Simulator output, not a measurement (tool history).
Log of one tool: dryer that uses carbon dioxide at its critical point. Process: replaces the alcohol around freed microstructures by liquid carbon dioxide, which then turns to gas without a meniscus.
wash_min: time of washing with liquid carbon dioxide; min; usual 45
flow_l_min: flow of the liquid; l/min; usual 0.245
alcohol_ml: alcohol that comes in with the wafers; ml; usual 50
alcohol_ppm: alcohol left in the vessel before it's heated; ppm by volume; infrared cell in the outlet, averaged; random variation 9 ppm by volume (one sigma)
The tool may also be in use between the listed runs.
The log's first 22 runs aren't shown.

run    hour  wash_min  flow_l_min  alcohol_ml  hours of work since the filter was changed  hours of work since the purifier's bed was changed  alcohol_ppm
 23   859.1        45       0.245          50                                         331                                                 884          880
 24   912.7        45       0.245          50                                         370                                                 923          922
 25   951.1        45       0.163          20                                         397                                                 950         1075
 26  1005.4        45       0.245          37                                         436                                                 990          766
 27  1060.1        45       0.252          50                                         476                                                1029          939
 28  1098.2        37       0.384          41                                         504                                                1057          451
 29  1136.6        44       0.187          50                                         531                                                1084         2284
     1144.2  -- purifier's bed changed
     1170.1  -- inlet filter changed
 30  1198.0        65       0.245          22                                          20                                                  38           62
 31  1252.2        45       0.242          50                                          59                                                  77          583
 32  1278.7        32       0.204          50                                          78                                                  96         2609
 33  1311.5        55       0.272          50                                         102                                                 120          177
 34  1365.4        43       0.313          56                                         141                                                 159          327
 35  1403.4        43       0.313          56                                         168                                                 186          351
 36  1457.1        53       0.313          32                                         207                                                 225          106
 37  1505.7        53       0.338         114                                         242                                                 260          219
 38  1559.6        45       0.322         103                                         281                                                 299          542
 39  1603.0        45       0.322         103                                         313                                                 331          578
 40  1650.7        45       0.322         103                                         347                                                 365          619
 41  1689.9        45       0.322         103                                         375                                                 393          623
 42  1731.1        45       0.322         103                                         405                                                 423          679
 43  1762.0        47       0.387         111                                         428                                                 446          302
 44  1785.8        47       0.387         111                                         445                                                 463          303
 45  1824.3        47       0.387         111                                         473                                                 491          327
 46  1866.9        45       0.281         119                                         503                                                 521         1454
 47  1916.8        60       0.330          31                                         539                                                 557          116

3 ways to go on from here, each from the tool as it stands after run 47. What would each give?
     1937.8  -- inlet filter changed
  A  1950.5        53       0.250          86                                           9                                                 581            ?
     1937.8  -- inlet filter changed
  B  1950.5        63       0.269          50                                           9                                                 581            ?
     1937.8  -- inlet filter changed
  C  1950.5        51       0.221          44                                           9                                                 581            ?

run  alcohol_ppm
  A          475
  B          150
  C          488
Without the tool's hidden state the same runs would have given:
run  alcohol_ppm
  A          391
  B           72
  C          405

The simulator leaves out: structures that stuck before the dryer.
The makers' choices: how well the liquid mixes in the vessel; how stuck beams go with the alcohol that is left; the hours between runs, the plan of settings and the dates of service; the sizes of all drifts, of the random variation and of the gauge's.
